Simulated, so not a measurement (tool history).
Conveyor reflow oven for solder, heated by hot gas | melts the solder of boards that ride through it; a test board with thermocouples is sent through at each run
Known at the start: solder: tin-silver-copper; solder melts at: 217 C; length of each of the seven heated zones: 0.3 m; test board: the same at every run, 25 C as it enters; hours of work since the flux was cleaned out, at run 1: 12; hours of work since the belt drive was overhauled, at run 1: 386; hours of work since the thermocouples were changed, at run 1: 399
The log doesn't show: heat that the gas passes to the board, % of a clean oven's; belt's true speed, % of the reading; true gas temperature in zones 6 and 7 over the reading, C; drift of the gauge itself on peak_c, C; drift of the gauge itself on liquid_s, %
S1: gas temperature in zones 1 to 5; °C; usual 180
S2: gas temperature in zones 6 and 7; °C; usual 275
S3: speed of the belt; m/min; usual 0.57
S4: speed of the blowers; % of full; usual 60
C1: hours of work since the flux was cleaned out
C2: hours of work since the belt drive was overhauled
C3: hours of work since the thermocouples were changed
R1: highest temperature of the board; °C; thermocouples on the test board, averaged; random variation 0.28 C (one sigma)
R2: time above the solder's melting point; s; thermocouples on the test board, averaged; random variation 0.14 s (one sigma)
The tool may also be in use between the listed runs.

run 1 hour=0 | S1=180 S2=275 S3=0.57 S4=60 | C1=12 C2=386 C3=399 | R1=257.5 R2=51.3
run 2 hour=21.8 | S1=180 S2=275 S3=0.57 S4=60 | C1=24 C2=398 C3=411 | R1=257.3 R2=51.5
run 3 hour=36.9 | S1=180 S2=275 S3=0.57 S4=60 | C1=32 C2=406 C3=419 | R1=257.1 R2=51
run 4 hour=61.2 | S1=180 S2=275 S3=0.57 S4=60 | C1=45 C2=419 C3=432 | R1=256.8 R2=51.1
run 5 hour=72.2 | S1=180 S2=275 S3=0.57 S4=60 | C1=51 C2=425 C3=438 | R1=256.9 R2=51.2
run 6 hour=90.6 | S1=180 S2=275 S3=0.57 S4=60 | C1=61 C2=435 C3=448 | R1=256.8 R2=51.1
run 7 hour=111.2 | S1=180 S2=275 S3=0.57 S4=60 | C1=73 C2=446 C3=459 | R1=256.8 R2=51.4
run 8 hour=130.5 | S1=180 S2=275 S3=0.57 S4=60 | C1=83 C2=457 C3=469 | R1=257 R2=51
run 9 hour=152.2 | S1=180 S2=275 S3=0.57 S4=60 | C1=95 C2=469 C3=481 | R1=256.5 R2=51.4
run 10 hour=165.2 | S1=180 S2=275 S3=0.57 S4=60 | C1=102 C2=476 C3=488 | R1=257 R2=51.3
run 11 hour=188.8 | S1=180 S2=275 S3=0.57 S4=60 | C1=114 C2=488 C3=501 | R1=257.2 R2=51.2
run 12 hour=203.5 | S1=180 S2=275 S3=0.57 S4=60 | C1=122 C2=496 C3=509 | R1=257 R2=51.2
run 13 hour=216.9 | S1=180 S2=275 S3=0.57 S4=60 | C1=130 C2=504 C3=516 | R1=257.4 R2=51
run 14 hour=240.7 | S1=180 S2=275 S3=0.57 S4=60 | C1=143 C2=516 C3=529 | R1=257 R2=51.4
run 15 hour=261.1 | S1=180 S2=275 S3=0.57 S4=73 | C1=154 C2=528 C3=540 | R1=259.5 R2=52.9
-- hour=269.7 flux residue cleaned out of gas plates and filters
run 16 hour=278.2 | S1=172 S2=279 S3=0.462 S4=60 | C1=5 C2=534 C3=547 | R1=265.7 R2=66.7
-- hour=286.9 thermocouples of zones 6 and 7 changed
run 17 hour=297.8 | S1=188 S2=278 S3=0.524 S4=81 | C1=14 C2=544 C3=6 | R1=266.6 R2=64
run 18 hour=322.5 | S1=172 S2=272 S3=0.668 S4=59 | C1=27 C2=557 C3=19 | R1=246.5 R2=35.1
run 19 hour=343 | S1=193 S2=264 S3=0.559 S4=76 | C1=39 C2=568 C3=30 | R1=252.8 R2=55.7
run 20 hour=368.6 | S1=193 S2=264 S3=0.559 S4=76 | C1=52 C2=582 C3=44 | R1=252.6 R2=55.8
run 21 hour=387.2 | S1=176 S2=275 S3=0.574 S4=72 | C1=62 C2=592 C3=54 | R1=258.5 R2=50.8

Forecast each of these 3 alternatives for the next run:
run A hour=403.5 | S1=180 S2=270 S3=0.551 S4=60 | C1=71 C2=601 C3=63 | R1=? R2=?
run B hour=403.5 | S1=180 S2=285 S3=0.473 S4=54 | C1=71 C2=601 C3=63 | R1=? R2=?
run C hour=403.5 | S1=191 S2=274 S3=0.477 S4=72 | C1=71 C2=601 C3=63 | R1=? R2=?

run=A R1=254.1 R2=51.5
run=B R1=270.7 R2=69.7
run=C R1=264.6 R2=70.6
Without the tool's hidden state the same runs would have given:
run=A R1=254.1 R2=51.5
run=B R1=270.7 R2=69.7
run=C R1=264.6 R2=70.6
